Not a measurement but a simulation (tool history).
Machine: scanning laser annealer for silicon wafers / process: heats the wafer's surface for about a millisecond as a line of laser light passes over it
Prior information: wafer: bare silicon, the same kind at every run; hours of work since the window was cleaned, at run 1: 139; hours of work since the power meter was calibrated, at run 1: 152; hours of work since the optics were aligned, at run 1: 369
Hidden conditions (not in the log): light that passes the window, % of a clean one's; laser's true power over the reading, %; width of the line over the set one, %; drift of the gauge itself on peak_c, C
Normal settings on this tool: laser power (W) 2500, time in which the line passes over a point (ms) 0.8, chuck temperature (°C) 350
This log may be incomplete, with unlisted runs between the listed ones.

run,hour,laser power (W),time in which the line passes over a point (ms),chuck temperature (°C),hours of work since the window was cleaned,hours of work since the power meter was calibrated,hours of work since the optics were aligned,highest temperature of the surface (°C)
1,0,2500,0.8,350,139,152,369,1048
2,13.5,2500,0.8,348,145,158,375,1047
3,28,2500,0.8,348,152,165,381,1044
4,49.4,2500,0.8,348,161,175,391,1049
5,60,2500,0.8,348,166,179,396,1044
6,74.9,2399,0.7,350,173,186,403,967
7,94.2,2399,0.7,350,181,195,411,964
8,112,2652,0.632,327,189,203,419,993
9,128.6,2721,0.823,381,197,210,427,1165
10,146.5,2313,0.571,319,205,219,435,846

Some steps in highest temperature of the surface (°C) between neighbouring runs. How much of each would the tool show without its hidden state too (settings, what came in, random variation), and how much is left for the hidden state, with any gauge scatter that isn't in both results?
Run 9 -> 10: laser power (W) 2721 -> 2313, time in which the line passes over a point (ms) 0.823 -> 0.571, chuck temperature (°C) 381 -> 319. highest temperature of the surface (°C) -319: hidden state +6, all else -325.
